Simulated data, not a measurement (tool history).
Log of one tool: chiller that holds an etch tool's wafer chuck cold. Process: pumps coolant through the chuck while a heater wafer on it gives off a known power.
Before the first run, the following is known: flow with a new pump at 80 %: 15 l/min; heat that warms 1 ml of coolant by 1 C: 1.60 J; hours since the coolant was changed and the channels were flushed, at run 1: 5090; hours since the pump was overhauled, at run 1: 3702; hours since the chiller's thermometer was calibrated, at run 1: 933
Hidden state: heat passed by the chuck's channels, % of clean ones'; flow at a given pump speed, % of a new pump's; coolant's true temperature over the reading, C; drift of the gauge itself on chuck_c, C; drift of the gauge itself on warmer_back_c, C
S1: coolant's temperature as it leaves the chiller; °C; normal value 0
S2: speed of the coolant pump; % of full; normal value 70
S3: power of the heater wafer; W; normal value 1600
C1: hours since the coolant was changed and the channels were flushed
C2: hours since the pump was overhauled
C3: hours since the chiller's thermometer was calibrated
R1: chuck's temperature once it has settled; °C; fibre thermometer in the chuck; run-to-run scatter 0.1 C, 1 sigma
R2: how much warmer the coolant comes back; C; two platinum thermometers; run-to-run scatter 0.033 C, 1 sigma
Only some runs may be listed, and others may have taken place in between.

| run | hour | S1 | S2 | S3 | C1 | C2 | C3 | R1 | R2 |
|---|---|---|---|---|---|---|---|---|---|
| 1 | 0 | 0 | 70 | 1600 | 5090 | 3702 | 933 | 23.7 | 5.12 |
| 2 | 57 | 0 | 70 | 1600 | 5147 | 3759 | 990 | 23.5 | 5.06 |
| 3 | 102.3 | 8 | 70 | 1600 | 5192 | 3804 | 1035 | 31.5 | 5.05 |
| 4 | 185.4 | 8 | 70 | 1600 | 5275 | 3887 | 1118 | 31.7 | 5.06 |
| 5 | 251.7 | 0 | 70 | 1600 | 5341 | 3953 | 1184 | 23.8 | 5.08 |
| 6 | 340.5 | 5 | 70 | 1600 | 5430 | 4042 | 1273 | 29 | 5.15 |
| 7 | 435.1 | 5 | 70 | 1600 | 5525 | 4137 | 1368 | 29 | 5.18 |
| 8 | 526.3 | 5 | 70 | 1600 | 5616 | 4228 | 1459 | 28.9 | 5.09 |
|  | 534.4 | chiller's thermometer calibrated |
| 9 | 612.5 | 5 | 70 | 1600 | 5701 | 4313 | 78 | 29.1 | 5.1 |
| 10 | 668.7 | 10 | 71 | 1600 | 5757 | 4369 | 134 | 34 | 5.05 |
| 11 | 750.1 | 10 | 88 | 833 | 5839 | 4451 | 216 | 20.4 | 2.12 |
|  | 778.7 | coolant changed, channels flushed |
| 12 | 831.7 | -1 | 70 | 810 | 53 | 4526 | 291 | 9.2 | 2.6 |
| 13 | 906.7 | 0 | 68 | 1600 | 128 | 4601 | 366 | 20.6 | 5.38 |
| 14 | 993.5 | 0 | 68 | 1600 | 215 | 4688 | 453 | 20.6 | 5.36 |
|  | 1009.2 | chiller's thermometer calibrated, once more |
| 15 | 1055.1 | 0 | 70 | 1056 | 275 | 4749 | 46 | 13.4 | 3.47 |

Consider 5 possible next runs. They are alternatives, not a sequence: every one starts from the tool as it was left by run 15. What does each give?
| A | 1097.1 | 0 | 70 | 919 | 317 | 4791 | 88 | ? | ? |
| B | 1097.1 | -5 | 98 | 1056 | 317 | 4791 | 88 | ? | ? |
| C | 1097.1 | 7 | 64 | 2137 | 317 | 4791 | 88 | ? | ? |
| D | 1097.1 | 3 | 70 | 1998 | 317 | 4791 | 88 | ? | ? |
| E | 1097.1 | -10 | 79 | 2144 | 317 | 4791 | 88 | ? | ? |

| run | R1 | R2 |
|---|---|---|
| A | 11.8 | 2.98 |
| B | 5.4 | 2.55 |
| C | 36.7 | 7.66 |
| D | 28.8 | 6.49 |
| E | 15.2 | 6.16 |
What these runs would have given with no unlogged condition in the tool:
| run | R1 | R2 |
|---|---|---|
| A | 10.5 | 2.6 |
| B | 4.3 | 2.24 |
| C | 33.5 | 6.71 |
| D | 26 | 5.68 |
| E | 12.5 | 5.39 |
